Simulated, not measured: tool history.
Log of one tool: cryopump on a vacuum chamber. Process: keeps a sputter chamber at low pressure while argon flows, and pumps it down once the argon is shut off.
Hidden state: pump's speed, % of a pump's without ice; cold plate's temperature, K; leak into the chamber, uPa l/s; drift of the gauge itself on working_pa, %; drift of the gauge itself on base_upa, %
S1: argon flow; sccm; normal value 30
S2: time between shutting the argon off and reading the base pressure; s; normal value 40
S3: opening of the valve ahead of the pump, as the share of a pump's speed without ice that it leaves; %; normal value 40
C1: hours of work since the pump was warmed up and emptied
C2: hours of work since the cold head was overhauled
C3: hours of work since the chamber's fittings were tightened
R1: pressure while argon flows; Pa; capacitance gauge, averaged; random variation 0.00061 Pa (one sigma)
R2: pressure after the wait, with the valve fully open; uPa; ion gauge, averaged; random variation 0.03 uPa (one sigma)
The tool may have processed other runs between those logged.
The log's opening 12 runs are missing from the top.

run 13 hour=347.8 | S1=36 S2=40 S3=40 | C1=280 C2=280 C3=856 | R1=0.1123 R2=1.78
run 14 hour=369.6 | S1=30 S2=40 S3=15 | C1=289 C2=289 C3=864 | R1=0.2389 R2=1.85
run 15 hour=385.3 | S1=30 S2=102 S3=15 | C1=295 C2=295 C3=871 | R1=0.2427 R2=1.04
run 16 hour=419.7 | S1=30 S2=102 S3=15 | C1=309 C2=309 C3=885 | R1=0.2395 R2=1.02
run 17 hour=455.3 | S1=30 S2=102 S3=15 | C1=324 C2=324 C3=899 | R1=0.2418 R2=1.04
run 18 hour=472.1 | S1=30 S2=24 S3=24 | C1=330 C2=330 C3=906 | R1=0.1520 R2=2.71
run 19 hour=499.0 | S1=30 S2=24 S3=24 | C1=341 C2=341 C3=917 | R1=0.1526 R2=2.68
run 20 hour=522.5 | S1=30 S2=24 S3=24 | C1=351 C2=351 C3=927 | R1=0.1533 R2=2.76
run 21 hour=541.3 | S1=34 S2=30 S3=15 | C1=359 C2=359 C3=934 | R1=0.2722 R2=2.30
run 22 hour=562.7 | S1=34 S2=131 S3=15 | C1=367 C2=367 C3=943 | R1=0.2741 R2=0.95
run 23 hour=594.1 | S1=34 S2=131 S3=15 | C1=380 C2=380 C3=956 | R1=0.2717 R2=0.99
run 24 hour=610.8 | S1=49 S2=32 S3=22 | C1=387 C2=387 C3=963 | R1=0.2726 R2=2.18
run 25 hour=629.4 | S1=49 S2=32 S3=22 | C1=394 C2=394 C3=970 | R1=0.2722 R2=2.21
run 26 hour=667.1 | S1=32 S2=29 S3=40 | C1=410 C2=410 C3=986 | R1=0.1015 R2=2.36
run 27 hour=698.0 | S1=31 S2=105 S3=47 | C1=422 C2=422 C3=998 | R1=0.0850 R2=1.10
run 28 hour=731.2 | S1=12 S2=40 S3=46 | C1=436 C2=436 C3=1012 | R1=0.0329 R2=1.94
run 29 hour=748.2 | S1=14 S2=86 S3=33 | C1=443 C2=443 C3=1019 | R1=0.0536 R2=1.30
run 30 hour=781.5 | S1=46 S2=169 S3=24 | C1=456 C2=456 C3=1032 | R1=0.2381 R2=0.94
run 31 hour=807.0 | S1=46 S2=27 S3=22 | C1=467 C2=467 C3=1043 | R1=0.2605 R2=2.60
run 32 hour=823.8 | S1=16 S2=108 S3=52 | C1=474 C2=474 C3=1050 | R1=0.0409 R2=1.12
run 33 hour=861.2 | S1=40 S2=40 S3=40 | C1=489 C2=489 C3=1065 | R1=0.1282 R2=1.97
run 34 hour=898.1 | S1=40 S2=40 S3=40 | C1=504 C2=504 C3=1080 | R1=0.1294 R2=1.93

Branching from run 34: 3 alternative next runs. What would each branch give?
run A hour=918.3 | S1=30 S2=118 S3=20 | C1=512 C2=512 C3=1088 | R1=? R2=?
run B hour=918.3 | S1=19 S2=115 S3=36 | C1=512 C2=512 C3=1088 | R1=? R2=?
run C hour=918.3 | S1=38 S2=195 S3=33 | C1=512 C2=512 C3=1088 | R1=? R2=?

run=A R1=0.1859 R2=1.16
run=B R1=0.0680 R2=1.09
run=C R1=0.1466 R2=0.94
Without the tool's unlogged condition, the same runs would have read:
run=A R1=0.1760 R2=0.69
run=B R1=0.0617 R2=0.64
run=C R1=0.1341 R2=0.48
